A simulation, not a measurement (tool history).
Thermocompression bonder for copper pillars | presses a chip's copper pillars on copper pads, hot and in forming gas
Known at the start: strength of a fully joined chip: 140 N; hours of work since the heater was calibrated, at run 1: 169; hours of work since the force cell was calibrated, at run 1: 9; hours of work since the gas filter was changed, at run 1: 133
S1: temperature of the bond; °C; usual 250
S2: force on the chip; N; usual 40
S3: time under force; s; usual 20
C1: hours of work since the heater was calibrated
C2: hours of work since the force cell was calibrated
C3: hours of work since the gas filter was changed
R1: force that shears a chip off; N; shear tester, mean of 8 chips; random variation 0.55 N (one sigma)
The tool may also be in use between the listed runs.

| run | hour | S1 | S2 | S3 | C1 | C2 | C3 | R1 |
|---|---|---|---|---|---|---|---|---|
| 1 | 0 | 250 | 40 | 20 | 169 | 9 | 133 | 66 |
| 2 | 47.4 | 250 | 24 | 20 | 191 | 30 | 155 | 45.8 |
| 3 | 99.7 | 250 | 24 | 20 | 215 | 54 | 179 | 45 |
| 4 | 129.8 | 221 | 40 | 20 | 228 | 68 | 192 | 40.2 |
|  | 135.4 | force cell calibrated |
| 5 | 181 | 250 | 40 | 57 | 251 | 21 | 215 | 90.6 |
|  | 219.4 | force cell calibrated, once more |
| 6 | 221.7 | 250 | 40 | 57 | 269 | 1 | 233 | 89.2 |
| 7 | 261.5 | 250 | 40 | 57 | 287 | 19 | 251 | 89.2 |
| 8 | 287.2 | 238 | 26 | 37 | 298 | 31 | 263 | 49.1 |
| 9 | 310.2 | 249 | 40 | 36 | 309 | 41 | 273 | 79 |
| 10 | 340.5 | 275 | 45 | 13 | 323 | 55 | 287 | 82.4 |
| 11 | 372.4 | 275 | 31 | 15 | 337 | 70 | 301 | 69 |
| 12 | 402.3 | 250 | 53 | 48 | 351 | 83 | 315 | 97.2 |
|  | 424.2 | forming gas filter changed |
| 13 | 431.5 | 270 | 30 | 20 | 364 | 96 | 3 | 75.1 |

Forecast each of these 3 alternatives for the next run:
| A | 457 | 221 | 30 | 51 | 375 | 108 | 15 | ? |
| B | 457 | 250 | 50 | 12 | 375 | 108 | 15 | ? |
| C | 457 | 254 | 52 | 50 | 375 | 108 | 15 | ? |

| run | R1 |
|---|---|
| A | 50.1 |
| B | 67.4 |
| C | 107.2 |
Without the tool's hidden state the same runs would have given:
| run | R1 |
|---|---|
| A | 49.5 |
| B | 66.8 |
| C | 106.7 |

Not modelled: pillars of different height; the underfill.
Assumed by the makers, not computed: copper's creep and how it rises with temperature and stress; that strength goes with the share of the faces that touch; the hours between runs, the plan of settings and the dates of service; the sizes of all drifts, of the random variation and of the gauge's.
